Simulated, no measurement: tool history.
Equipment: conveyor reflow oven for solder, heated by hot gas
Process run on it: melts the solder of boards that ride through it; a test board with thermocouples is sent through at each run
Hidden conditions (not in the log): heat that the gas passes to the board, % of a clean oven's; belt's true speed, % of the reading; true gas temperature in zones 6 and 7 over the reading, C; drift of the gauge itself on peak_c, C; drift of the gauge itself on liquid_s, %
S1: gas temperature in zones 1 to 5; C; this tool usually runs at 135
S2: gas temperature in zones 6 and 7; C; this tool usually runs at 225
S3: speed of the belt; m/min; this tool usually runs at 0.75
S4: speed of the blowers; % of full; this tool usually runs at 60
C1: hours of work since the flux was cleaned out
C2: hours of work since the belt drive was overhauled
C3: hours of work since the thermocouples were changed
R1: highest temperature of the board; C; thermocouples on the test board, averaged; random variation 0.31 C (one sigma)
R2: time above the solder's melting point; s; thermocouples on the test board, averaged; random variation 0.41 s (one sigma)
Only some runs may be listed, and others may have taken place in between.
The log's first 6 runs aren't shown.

Run 7, day 3.879: usual settings but S1 145 C; C1 69; C2 147; C3 464. Result: R1 203.2 C, R2 31.4 s.
Run 8, day 4.633: usual settings; C1 82; C2 160; C3 478. Result: R1 200.3 C, R2 26.7 s.
Run 9, day 5.454: usual settings; C1 96; C2 175; C3 492. Result: R1 200.5 C, R2 26.2 s.
Run 10, day 6.342: usual settings but S1 131 C; C1 112; C2 191; C3 508. Result: R1 198.8 C, R2 24.3 s.
Run 11, day 6.967: usual settings but S1 131 C; C1 123; C2 202; C3 519. Result: R1 199.1 C, R2 24 s.
Run 12, day 7.7: usual settings but S1 131 C, S2 234 C; C1 136; C2 215; C3 532. Result: R1 205.9 C, R2 30.4 s.
Run 13, day 8.829: usual settings but S1 131 C, S2 234 C; C1 156; C2 235; C3 552. Result: R1 205.9 C, R2 30.4 s.
At day 9.117: flux residue cleaned out of gas plates and filters.
Run 14, day 10.088: usual settings but S1 131 C, S2 234 C; C1 17; C2 253; C3 571. Result: R1 205.2 C, R2 30.4 s.
At day 11.138: flux residue cleaned out of gas plates and filters, once more.
Run 15, day 11.467: usual settings but S1 131 C, S2 234 C; C1 6; C2 274; C3 591. Result: R1 206.6 C, R2 31.7 s.
Run 16, day 12.592: usual settings but S1 139 C, S2 234 C, S4 76 % of full; C1 26; C2 294; C3 611. Result: R1 214.7 C, R2 40.4 s.
Run 17, day 13.117: usual settings but S1 139 C, S2 234 C, S4 76 % of full; C1 35; C2 303; C3 621. Result: R1 214.1 C, R2 39.8 s.
Run 18, day 13.75: usual settings but S1 139 C, S2 234 C, S4 76 % of full; C1 46; C2 314; C3 632. Result: R1 214.1 C, R2 40.1 s.
Run 19, day 14.542: usual settings but S1 139 C, S2 233 C, S4 76 % of full; C1 60; C2 328; C3 646. Result: R1 213 C, R2 39 s.
Run 20, day 15.258: usual settings but S1 139 C, S2 233 C, S4 76 % of full; C1 73; C2 341; C3 658. Result: R1 213.7 C, R2 38.8 s.
Run 21, day 16.458: usual settings but S1 139 C, S2 233 C, S4 76 % of full; C1 94; C2 362; C3 680. Result: R1 213.1 C, R2 38.9 s.
Run 22, day 17.092: usual settings but S1 139 C, S2 233 C, S4 76 % of full; C1 105; C2 373; C3 691. Result: R1 213 C, R2 39.4 s.
Run 23, day 18.138: usual settings but S1 148 C, S4 89 % of full; C1 124; C2 392; C3 709. Result: R1 211.5 C, R2 40.9 s.
Run 24, day 18.679: usual settings but S1 148 C, S4 89 % of full; C1 133; C2 401; C3 719. Result: R1 211.1 C, R2 40.9 s.
Run 25, day 19.758: usual settings but S1 148 C, S4 89 % of full; C1 152; C2 420; C3 738. Result: R1 210.7 C, R2 40.4 s.
Run 26, day 20.396: usual settings but S1 133 C, S2 223 C, S3 0.81 m/min, S4 58 % of full; C1 164; C2 432; C3 749. Result: R1 194 C, R2 17.2 s.
Run 27, day 21.192: usual settings but S1 123 C, S2 234 C, S3 0.682 m/min; C1 178; C2 446; C3 763. Result: R1 207.6 C, R2 34.7 s.
Run 28, day 21.971: usual settings but S1 123 C, S2 234 C, S3 0.682 m/min; C1 192; C2 460; C3 777. Result: R1 208.3 C, R2 35.2 s.
Run 29, day 22.708: usual settings but S1 123 C, S2 234 C, S3 0.682 m/min; C1 205; C2 473; C3 790. Result: R1 208.4 C, R2 34.7 s.
Run 30, day 23.771: usual settings but S1 136 C, S2 238 C, S3 0.686 m/min, S4 76 % of full; C1 223; C2 491; C3 809. Result: R1 218.5 C, R2 46.4 s.

Branching from run 30: 3 alternative next runs. What would each branch give?
Run A, day 24.608: usual settings but S1 126 C, S2 234 C, S4 61 % of full; C1 238; C2 506; C3 824. Result: R1 ?, R2 ?.
Run B, day 24.608: usual settings but S1 134 C, S2 238 C, S3 0.686 m/min, S4 76 % of full; C1 238; C2 506; C3 824. Result: R1 ?, R2 ?.
Run C, day 24.608: usual settings but S1 136 C, S3 0.864 m/min, S4 52 % of full; C1 238; C2 506; C3 824. Result: R1 ?, R2 ?.

run     R1    R2
  A  205.4  28.4
  B  219.2  45.6
  C  191.1  11.3
What these runs would have given with no unlogged condition in the tool:
run     R1    R2
  A  205.6  28.7
  B  219.3  45.6
  C  191.3  11.7
